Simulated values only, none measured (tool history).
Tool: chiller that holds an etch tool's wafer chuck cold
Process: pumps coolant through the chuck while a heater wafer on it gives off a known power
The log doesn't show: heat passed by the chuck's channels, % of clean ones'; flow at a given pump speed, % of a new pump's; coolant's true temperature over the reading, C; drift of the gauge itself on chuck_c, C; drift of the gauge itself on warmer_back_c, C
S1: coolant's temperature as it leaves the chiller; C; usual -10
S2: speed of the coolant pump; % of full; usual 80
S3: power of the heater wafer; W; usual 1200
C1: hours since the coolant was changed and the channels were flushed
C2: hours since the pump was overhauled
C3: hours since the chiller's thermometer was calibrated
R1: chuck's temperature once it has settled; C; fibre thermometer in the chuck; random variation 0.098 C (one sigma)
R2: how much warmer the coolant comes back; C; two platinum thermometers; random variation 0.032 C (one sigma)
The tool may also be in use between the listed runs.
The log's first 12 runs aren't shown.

-- day=41.138 coolant pump overhauled
-- day=45.471 coolant changed, channels flushed
run 13 day=46.308 | S1=-10 S2=80 S3=1200 | C1=20 C2=118 C3=2563 | R1=0.03 R2=5.95
run 14 day=50.825 | S1=-10 S2=80 S3=1200 | C1=129 C2=227 C3=2672 | R1=0.04 R2=6.03
run 15 day=55.000 | S1=-10 S2=80 S3=1200 | C1=229 C2=327 C3=2772 | R1=0.09 R2=6.04
run 16 day=58.383 | S1=-10 S2=80 S3=1200 | C1=310 C2=408 C3=2853 | R1=0.04 R2=6.02
run 17 day=63.933 | S1=-2 S2=80 S3=664 | C1=443 C2=541 C3=2986 | R1=3.69 R2=3.35
-- day=64.933 coolant pump overhauled, once more
run 18 day=67.588 | S1=-2 S2=80 S3=664 | C1=526 C2=64 C3=3069 | R1=3.43 R2=3.07
run 19 day=73.362 | S1=-2 S2=80 S3=664 | C1=664 C2=202 C3=3207 | R1=3.53 R2=3.05
run 20 day=77.554 | S1=-2 S2=80 S3=1383 | C1=765 C2=303 C3=3308 | R1=9.01 R2=6.35
run 21 day=83.717 | S1=-2 S2=80 S3=1383 | C1=913 C2=451 C3=3456 | R1=9.09 R2=6.40
run 22 day=87.417 | S1=-1 S2=67 S3=716 | C1=1002 C2=540 C3=3545 | R1=6.00 R2=4.01
run 23 day=91.971 | S1=-1 S2=67 S3=716 | C1=1111 C2=649 C3=3654 | R1=6.07 R2=3.94
run 24 day=97.771 | S1=-7 S2=66 S3=1265 | C1=1250 C2=788 C3=3793 | R1=5.01 R2=7.13
run 25 day=102.667 | S1=-1 S2=80 S3=1200 | C1=1368 C2=906 C3=3911 | R1=8.60 R2=5.60
run 26 day=106.858 | S1=-3 S2=83 S3=1200 | C1=1468 C2=1006 C3=4011 | R1=6.64 R2=5.39
run 27 day=111.888 | S1=0 S2=75 S3=1015 | C1=1589 C2=1127 C3=4132 | R1=8.81 R2=5.05
run 28 day=114.833 | S1=-10 S2=80 S3=618 | C1=1660 C2=1198 C3=4203 | R1=-4.71 R2=2.89
run 29 day=118.483 | S1=-14 S2=67 S3=936 | C1=1747 C2=1285 C3=4290 | R1=-4.90 R2=5.23
run 30 day=121.788 | S1=-10 S2=88 S3=884 | C1=1827 C2=1365 C3=4370 | R1=-3.26 R2=3.75
-- day=122.829 chiller's thermometer calibrated
run 31 day=125.292 | S1=-12 S2=69 S3=884 | C1=1910 C2=1448 C3=59 | R1=-4.06 R2=4.81

Forecast each of these 5 alternatives for the next run:
run A day=128.800 | S1=-18 S2=80 S3=1200 | C1=1994 C2=1532 C3=143 | R1=? R2=?
run B day=128.800 | S1=-8 S2=87 S3=1200 | C1=1994 C2=1532 C3=143 | R1=? R2=?
run C day=128.800 | S1=-5 S2=96 S3=682 | C1=1994 C2=1532 C3=143 | R1=? R2=?
run D day=128.800 | S1=-11 S2=75 S3=1291 | C1=1994 C2=1532 C3=143 | R1=? R2=?
run E day=128.800 | S1=-8 S2=61 S3=884 | C1=1994 C2=1532 C3=143 | R1=? R2=?

run=A R1=-8.54 R2=5.59
run=B R1=0.74 R2=5.20
run=C R1=-0.37 R2=2.59
run=D R1=-0.43 R2=6.35
run=E R1=0.79 R2=5.40
Without the tool's hidden state the same runs would have given:
run=A R1=-8.94 R2=5.50
run=B R1=0.37 R2=5.11
run=C R1=-0.56 R2=2.55
run=D R1=-0.89 R2=6.24
run=E R1=0.42 R2=5.31

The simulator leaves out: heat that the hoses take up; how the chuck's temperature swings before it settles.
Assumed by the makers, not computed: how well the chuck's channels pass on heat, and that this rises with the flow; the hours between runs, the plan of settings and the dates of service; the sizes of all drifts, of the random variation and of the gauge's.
